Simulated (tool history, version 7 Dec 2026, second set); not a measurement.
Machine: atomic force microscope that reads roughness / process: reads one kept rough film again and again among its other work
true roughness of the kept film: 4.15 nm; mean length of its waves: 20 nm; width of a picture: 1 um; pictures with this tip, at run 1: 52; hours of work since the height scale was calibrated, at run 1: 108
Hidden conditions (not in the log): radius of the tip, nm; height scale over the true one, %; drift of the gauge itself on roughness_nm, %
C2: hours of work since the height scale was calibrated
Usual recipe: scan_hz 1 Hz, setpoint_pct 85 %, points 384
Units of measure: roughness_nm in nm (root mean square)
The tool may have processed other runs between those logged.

run 1 day=0 | scan_hz=1 setpoint_pct=85 points=384 | pictures_with_this_tip=52 C2=108 | roughness_nm=2.28
run 2 day=2.475 | scan_hz=1 setpoint_pct=85 points=384 | pictures_with_this_tip=107 C2=139 | roughness_nm=2.004
run 3 day=4.8 | scan_hz=1 setpoint_pct=85 points=384 | pictures_with_this_tip=158 C2=168 | roughness_nm=1.818
run 4 day=7.433 | scan_hz=1 setpoint_pct=85 points=384 | pictures_with_this_tip=216 C2=202 | roughness_nm=1.648
run 5 day=9.054 | scan_hz=1 setpoint_pct=58 points=384 | pictures_with_this_tip=252 C2=222 | roughness_nm=1.709
run 6 day=11.175 | scan_hz=1 setpoint_pct=85 points=384 | pictures_with_this_tip=299 C2=249 | roughness_nm=1.444
run 7 day=12.729 | scan_hz=1 setpoint_pct=85 points=384 | pictures_with_this_tip=333 C2=269 | roughness_nm=1.381
-- day=13.179 new tip fitted
run 8 day=15.433 | scan_hz=1 setpoint_pct=85 points=384 | pictures_with_this_tip=50 C2=303 | roughness_nm=2.257
run 9 day=17.717 | scan_hz=1 setpoint_pct=85 points=384 | pictures_with_this_tip=100 C2=332 | roughness_nm=2.013
run 10 day=20.083 | scan_hz=1 setpoint_pct=85 points=384 | pictures_with_this_tip=152 C2=362 | roughness_nm=1.837
run 11 day=21.612 | scan_hz=1 setpoint_pct=85 points=384 | pictures_with_this_tip=186 C2=381 | roughness_nm=1.722
run 12 day=24.062 | scan_hz=1 setpoint_pct=85 points=384 | pictures_with_this_tip=240 C2=412 | roughness_nm=1.568
run 13 day=25.708 | scan_hz=1 setpoint_pct=85 points=384 | pictures_with_this_tip=277 C2=433 | roughness_nm=1.484
run 14 day=28.421 | scan_hz=1 setpoint_pct=85 points=384 | pictures_with_this_tip=337 C2=468 | roughness_nm=1.35
-- day=28.654 new tip fitted
run 15 day=30.412 | scan_hz=1 setpoint_pct=85 points=384 | pictures_with_this_tip=39 C2=493 | roughness_nm=2.264
run 16 day=32.708 | scan_hz=0.53 setpoint_pct=56 points=828 | pictures_with_this_tip=90 C2=522 | roughness_nm=2.31
run 17 day=34.258 | scan_hz=0.8 setpoint_pct=67 points=594 | pictures_with_this_tip=124 C2=541 | roughness_nm=2.09
run 18 day=35.65 | scan_hz=1 setpoint_pct=70 points=384 | pictures_with_this_tip=155 C2=559 | roughness_nm=1.915
run 19 day=37.758 | scan_hz=1 setpoint_pct=70 points=384 | pictures_with_this_tip=201 C2=586 | roughness_nm=1.751
run 20 day=40.262 | scan_hz=3.49 setpoint_pct=86 points=493 | pictures_with_this_tip=257 C2=617 | roughness_nm=1.158
run 21 day=41.892 | scan_hz=3.49 setpoint_pct=86 points=493 | pictures_with_this_tip=292 C2=638 | roughness_nm=1.106
run 22 day=43.362 | scan_hz=1.64 setpoint_pct=56 points=933 | pictures_with_this_tip=325 C2=657 | roughness_nm=1.499
-- day=44.175 new tip fitted
run 23 day=45.346 | scan_hz=1 setpoint_pct=74 points=557 | pictures_with_this_tip=26 C2=682 | roughness_nm=2.497
run 24 day=47.658 | scan_hz=1 setpoint_pct=74 points=557 | pictures_with_this_tip=77 C2=711 | roughness_nm=2.236
run 25 day=49.292 | scan_hz=1 setpoint_pct=74 points=557 | pictures_with_this_tip=113 C2=732 | roughness_nm=2.072
run 26 day=51.979 | scan_hz=1 setpoint_pct=74 points=557 | pictures_with_this_tip=173 C2=766 | roughness_nm=1.836
run 27 day=54.517 | scan_hz=1.8 setpoint_pct=56 points=786 | pictures_with_this_tip=229 C2=798 | roughness_nm=1.728
run 28 day=55.733 | scan_hz=0.54 setpoint_pct=79 points=727 | pictures_with_this_tip=256 C2=813 | roughness_nm=1.634

Estimate the outcome of run 29 from the log above:
run 29 day=57.529 | scan_hz=1 setpoint_pct=85 points=384 | pictures_with_this_tip=295 C2=836 | roughness_nm=?

For run 29 the tool returned roughness_nm 1.404 nm (root mean square).
Take away the tool's hidden state, keep the run-to-run variation as it was, and the same run would have given roughness_nm 2.551 nm (root mean square).

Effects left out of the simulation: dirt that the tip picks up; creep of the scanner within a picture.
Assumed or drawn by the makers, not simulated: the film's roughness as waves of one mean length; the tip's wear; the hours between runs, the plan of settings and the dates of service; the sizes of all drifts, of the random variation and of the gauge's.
